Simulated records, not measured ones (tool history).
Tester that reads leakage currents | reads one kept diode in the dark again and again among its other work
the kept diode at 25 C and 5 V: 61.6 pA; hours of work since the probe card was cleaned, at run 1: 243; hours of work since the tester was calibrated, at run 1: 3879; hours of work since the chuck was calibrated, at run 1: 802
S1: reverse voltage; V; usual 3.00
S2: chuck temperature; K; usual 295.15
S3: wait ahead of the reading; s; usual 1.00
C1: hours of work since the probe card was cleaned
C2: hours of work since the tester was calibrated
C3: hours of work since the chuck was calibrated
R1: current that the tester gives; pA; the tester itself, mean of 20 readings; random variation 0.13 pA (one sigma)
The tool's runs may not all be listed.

| run | hour | S1 | S2 | S3 | C1 | C2 | C3 | R1 |
|---|---|---|---|---|---|---|---|---|
| 1 | 0.0 | 3.00 | 295.15 | 1.00 | 243 | 3879 | 802 | 38.79 |
| 2 | 134.5 | 3.00 | 295.15 | 1.00 | 348 | 3985 | 907 | 38.51 |
|  | 199.0 | tester calibrated |
| 3 | 372.0 | 3.00 | 295.15 | 1.00 | 533 | 136 | 1092 | 38.35 |
|  | 413.7 | chuck's temperature calibrated |
| 4 | 496.8 | 1.17 | 295.15 | 1.00 | 629 | 232 | 65 | 26.53 |
| 5 | 751.8 | 1.17 | 308.15 | 1.00 | 830 | 432 | 265 | 88.62 |
| 6 | 991.1 | 3.00 | 295.15 | 0.65 | 1018 | 620 | 453 | 39.08 |
| 7 | 1187.3 | 3.47 | 295.15 | 0.65 | 1172 | 774 | 607 | 41.73 |
| 8 | 1343.3 | 3.00 | 330.15 | 1.00 | 1294 | 897 | 730 | 820.62 |
| 9 | 1609.4 | 3.00 | 295.15 | 1.00 | 1503 | 1106 | 939 | 38.69 |
| 10 | 1832.9 | 3.00 | 295.15 | 1.00 | 1678 | 1281 | 1114 | 38.45 |
|  | 1853.3 | chuck's temperature calibrated |
| 11 | 2057.4 | 3.00 | 295.15 | 1.00 | 1853 | 1456 | 160 | 38.53 |
| 12 | 2275.5 | 3.00 | 297.15 | 1.00 | 2024 | 1627 | 331 | 46.57 |
| 13 | 2486.9 | 3.00 | 297.15 | 1.00 | 2190 | 1793 | 497 | 46.61 |
| 14 | 2755.6 | 3.00 | 297.15 | 1.00 | 2401 | 2004 | 708 | 46.79 |
| 15 | 3000.4 | 3.00 | 298.15 | 1.00 | 2593 | 2196 | 901 | 51.28 |
| 16 | 3183.8 | 3.00 | 298.15 | 1.00 | 2737 | 2340 | 1045 | 51.53 |
|  | 3303.6 | chuck's temperature calibrated |
| 17 | 3317.3 | 3.00 | 298.15 | 1.00 | 2841 | 2443 | 11 | 51.36 |
| 18 | 3485.7 | 3.00 | 295.15 | 1.00 | 2973 | 2576 | 143 | 38.54 |
| 19 | 3644.5 | 3.00 | 295.15 | 1.00 | 3098 | 2700 | 268 | 38.70 |
| 20 | 3792.7 | 3.00 | 295.15 | 4.40 | 3214 | 2817 | 384 | 37.99 |
| 21 | 4037.3 | 9.63 | 329.15 | 3.17 | 3406 | 3009 | 576 | 1196.75 |
| 22 | 4219.3 | 9.63 | 329.15 | 3.17 | 3549 | 3151 | 719 | 1192.11 |
| 23 | 4464.5 | 9.63 | 329.15 | 3.17 | 3741 | 3344 | 911 | 1193.09 |
|  | 4539.4 | probe card cleaned and baked |
| 24 | 4716.8 | 2.50 | 329.15 | 6.37 | 139 | 3540 | 1107 | 704.47 |
|  | 4748.8 | chuck's temperature calibrated |
| 25 | 4998.1 | 3.00 | 312.15 | 5.72 | 358 | 3759 | 196 | 183.14 |
| 26 | 5180.7 | 3.00 | 312.15 | 5.72 | 502 | 3902 | 339 | 183.04 |
|  | 5354.9 | tester calibrated |
| 27 | 5461.6 | 3.00 | 312.15 | 5.72 | 721 | 84 | 558 | 183.14 |
| 28 | 5697.0 | 10.34 | 295.15 | 1.00 | 906 | 269 | 743 | 63.92 |
| 29 | 5826.1 | 2.57 | 314.15 | 0.96 | 1007 | 370 | 844 | 205.61 |
| 30 | 6035.8 | 5.37 | 320.15 | 2.38 | 1172 | 535 | 1009 | 457.23 |
|  | 6182.0 | chuck's temperature calibrated |
| 31 | 6297.8 | 5.41 | 315.15 | 2.83 | 1376 | 739 | 91 | 301.10 |
| 32 | 6443.4 | 4.06 | 295.15 | 5.25 | 1490 | 853 | 205 | 42.73 |
| 33 | 6598.3 | 11.04 | 301.15 | 1.47 | 1612 | 975 | 327 | 114.25 |
| 34 | 6862.8 | 11.95 | 295.15 | 6.63 | 1819 | 1182 | 534 | 65.61 |
| 35 | 7046.9 | 3.00 | 309.15 | 0.71 | 1964 | 1327 | 679 | 142.07 |
| 36 | 7218.9 | 3.00 | 309.15 | 0.71 | 2099 | 1462 | 814 | 141.66 |
| 37 | 7372.0 | 3.00 | 309.15 | 0.71 | 2219 | 1582 | 934 | 141.18 |
| 38 | 7529.8 | 3.00 | 332.15 | 3.26 | 2343 | 1706 | 1058 | 964.33 |
|  | 7615.6 | chuck's temperature calibrated |
| 39 | 7722.5 | 3.00 | 313.15 | 4.55 | 2493 | 1856 | 84 | 201.17 |
| 40 | 7890.4 | 3.00 | 313.15 | 4.55 | 2624 | 1987 | 216 | 199.63 |

Forecast each of these 3 alternatives for the next run:
| A | 8082.3 | 12.20 | 324.15 | 1.00 | 2775 | 2138 | 366 | ? |
| B | 8082.3 | 3.00 | 317.15 | 5.17 | 2775 | 2138 | 366 | ? |
| C | 8082.3 | 3.00 | 295.15 | 0.35 | 2775 | 2138 | 366 | ? |

| run | R1 |
|---|---|
| A | 884.07 |
| B | 284.56 |
| C | 40.29 |
Without the tool's hidden state the same runs would have given:
| run | R1 |
|---|---|
| A | 884.26 |
| B | 284.64 |
| C | 40.28 |
